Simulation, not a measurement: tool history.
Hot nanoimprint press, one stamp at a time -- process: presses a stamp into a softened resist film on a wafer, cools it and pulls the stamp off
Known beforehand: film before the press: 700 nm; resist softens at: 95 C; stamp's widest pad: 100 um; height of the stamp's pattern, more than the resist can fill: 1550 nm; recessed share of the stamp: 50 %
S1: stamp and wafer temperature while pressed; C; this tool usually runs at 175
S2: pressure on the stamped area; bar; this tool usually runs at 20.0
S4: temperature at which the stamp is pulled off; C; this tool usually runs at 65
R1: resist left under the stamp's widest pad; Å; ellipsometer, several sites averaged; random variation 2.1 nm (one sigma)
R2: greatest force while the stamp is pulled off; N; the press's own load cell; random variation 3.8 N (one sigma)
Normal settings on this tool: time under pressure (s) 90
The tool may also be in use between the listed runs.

run 1 hour=0.0 | S1=175 S2=20.0 time_under_pressure_(s)=90 S4=65 | R1=3573 R2=282
run 2 hour=56.6 | S1=175 S2=20.0 time_under_pressure_(s)=63 S4=65 | R1=4016 R2=309
run 3 hour=94.7 | S1=175 S2=20.0 time_under_pressure_(s)=63 S4=65 | R1=3995 R2=315
-- hour=107.3 plate thermocouple calibrated
-- hour=183.9 stamp cleaned and given a new release coat
run 4 hour=193.7 | S1=175 S2=20.0 time_under_pressure_(s)=90 S4=65 | R1=3649 R2=198
run 5 hour=280.8 | S1=175 S2=20.0 time_under_pressure_(s)=90 S4=65 | R1=3697 R2=233
run 6 hour=335.4 | S1=175 S2=29.4 time_under_pressure_(s)=90 S4=65 | R1=3071 R2=241
run 7 hour=399.7 | S1=175 S2=29.4 time_under_pressure_(s)=90 S4=65 | R1=3077 R2=271
run 8 hour=453.1 | S1=175 S2=29.4 time_under_pressure_(s)=90 S4=65 | R1=3068 R2=286
-- hour=538.2 press's hydraulic seals changed and the load cell set to zero
run 9 hour=550.5 | S1=175 S2=29.4 time_under_pressure_(s)=90 S4=65 | R1=2910 R2=337
-- hour=566.3 plate thermocouple calibrated, once more
run 10 hour=601.1 | S1=175 S2=29.4 time_under_pressure_(s)=90 S4=65 | R1=2684 R2=308
-- hour=673.2 stamp cleaned and given a new release coat
run 11 hour=688.4 | S1=175 S2=20.0 time_under_pressure_(s)=90 S4=65 | R1=3371 R2=185
run 12 hour=764.7 | S1=180 S2=20.0 time_under_pressure_(s)=90 S4=65 | R1=3060 R2=208
run 13 hour=814.3 | S1=180 S2=26.5 time_under_pressure_(s)=90 S4=65 | R1=2588 R2=227
run 14 hour=870.2 | S1=180 S2=26.5 time_under_pressure_(s)=90 S4=65 | R1=2612 R2=248
run 15 hour=953.7 | S1=180 S2=26.5 time_under_pressure_(s)=90 S4=65 | R1=2622 R2=263
run 16 hour=1020.3 | S1=180 S2=26.5 time_under_pressure_(s)=90 S4=65 | R1=2636 R2=289
run 17 hour=1062.2 | S1=182 S2=13.2 time_under_pressure_(s)=90 S4=65 | R1=3723 R2=314
run 18 hour=1143.6 | S1=175 S2=27.6 time_under_pressure_(s)=90 S4=69 | R1=2957 R2=307
-- hour=1154.4 stamp cleaned and given a new release coat
run 19 hour=1230.7 | S1=171 S2=27.6 time_under_pressure_(s)=90 S4=52 | R1=3314 R2=279
-- hour=1305.6 plate thermocouple calibrated
run 20 hour=1315.9 | S1=165 S2=27.6 time_under_pressure_(s)=90 S4=52 | R1=3682 R2=305
run 21 hour=1374.7 | S1=165 S2=27.6 time_under_pressure_(s)=90 S4=52 | R1=3688 R2=331
run 22 hour=1421.3 | S1=167 S2=14.8 time_under_pressure_(s)=90 S4=65 | R1=4701 R2=266
run 23 hour=1501.4 | S1=167 S2=14.8 time_under_pressure_(s)=90 S4=65 | R1=4792 R2=294
run 24 hour=1563.2 | S1=167 S2=14.8 time_under_pressure_(s)=90 S4=65 | R1=4749 R2=324
-- hour=1639.6 stamp cleaned and given a new release coat
run 25 hour=1640.4 | S1=167 S2=14.8 time_under_pressure_(s)=90 S4=65 | R1=4789 R2=190
run 26 hour=1699.9 | S1=181 S2=14.9 time_under_pressure_(s)=65 S4=56 | R1=3944 R2=256
run 27 hour=1782.2 | S1=181 S2=14.9 time_under_pressure_(s)=65 S4=56 | R1=3968 R2=288
run 28 hour=1855.4 | S1=175 S2=22.7 time_under_pressure_(s)=90 S4=68 | R1=3327 R2=236

Here are 5 independent what-if runs from the current tool condition. What would each one return?
run A hour=1939.9 | S1=175 S2=15.5 time_under_pressure_(s)=90 S4=65 | R1=? R2=?
run B hour=1939.9 | S1=175 S2=21.6 time_under_pressure_(s)=90 S4=65 | R1=? R2=?
run C hour=1939.9 | S1=178 S2=20.0 time_under_pressure_(s)=90 S4=65 | R1=? R2=?
run D hour=1939.9 | S1=175 S2=20.0 time_under_pressure_(s)=90 S4=57 | R1=? R2=?
run E hour=1939.9 | S1=175 S2=19.0 time_under_pressure_(s)=90 S4=65 | R1=? R2=?

run=A R1=4085 R2=288
run=B R1=3427 R2=293
run=C R1=3374 R2=287
run=D R1=3601 R2=340
run=E R1=3703 R2=281
Had the tool no hidden state, the same runs would have come out as:
run=A R1=3862 R2=184
run=B R1=3192 R2=187
run=C R1=3152 R2=183
run=D R1=3366 R2=219
run=E R1=3470 R2=180
